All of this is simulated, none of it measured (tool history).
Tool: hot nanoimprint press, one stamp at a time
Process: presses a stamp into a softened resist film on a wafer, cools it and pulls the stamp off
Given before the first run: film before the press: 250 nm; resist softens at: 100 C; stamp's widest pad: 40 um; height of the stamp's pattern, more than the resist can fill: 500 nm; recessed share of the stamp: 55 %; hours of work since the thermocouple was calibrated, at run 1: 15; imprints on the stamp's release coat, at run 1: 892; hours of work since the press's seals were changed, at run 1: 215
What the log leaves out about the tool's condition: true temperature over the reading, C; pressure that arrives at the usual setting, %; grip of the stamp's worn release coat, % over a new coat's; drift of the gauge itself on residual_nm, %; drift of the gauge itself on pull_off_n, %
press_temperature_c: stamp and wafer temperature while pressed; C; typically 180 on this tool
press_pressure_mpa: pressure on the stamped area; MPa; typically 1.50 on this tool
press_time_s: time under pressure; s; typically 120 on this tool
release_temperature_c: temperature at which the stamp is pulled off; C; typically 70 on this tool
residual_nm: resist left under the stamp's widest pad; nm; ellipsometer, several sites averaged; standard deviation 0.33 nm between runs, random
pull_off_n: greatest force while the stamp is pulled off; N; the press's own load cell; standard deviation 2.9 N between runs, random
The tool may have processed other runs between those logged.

run,hour,press_temperature_c,press_pressure_mpa,press_time_s,release_temperature_c,hours of work since the thermocouple was calibrated,imprints on the stamp's release coat,hours of work since the press's seals were changed,residual_nm,pull_off_n
1,0.0,180,1.50,120,70,15,892,215,133.1,175
2,10.4,180,1.50,120,70,23,945,222,133.8,185
3,19.2,180,1.50,120,70,29,990,228,133.5,182
4,23.8,180,1.50,120,70,33,1014,232,133.9,183
5,34.5,180,1.50,120,69,40,1068,239,134.2,198
6,40.7,180,1.50,120,70,45,1100,244,134.0,187
# hour 44.4: plate thermocouple calibrated
7,51.2,180,1.50,224,70,5,1138,249,111.2,191
8,61.3,180,1.50,224,70,12,1189,257,110.7,189
9,69.2,180,1.50,224,75,18,1230,262,111.1,165
10,78.0,175,1.54,120,70,24,1275,269,159.1,190
11,85.3,192,1.27,120,70,29,1312,274,95.3,200
# hour 90.5: plate thermocouple calibrated, once more
12,93.7,172,1.50,188,70,2,1339,278,157.1,195

What if the next run were any one of these 3? Each begins from the tool's condition after run 12:
A,104.1,168,2.39,82,70,10,1392,285,?,?
B,104.1,180,1.50,65,77,10,1392,285,?,?
C,104.1,172,1.50,136,67,10,1392,285,?,?

run,residual_nm,pull_off_n
A,180.4,209
B,157.4,165
C,170.5,219
Without the tool's hidden state the same runs would have given:
run,residual_nm,pull_off_n
A,179.8,143
B,157.3,112
C,170.5,149
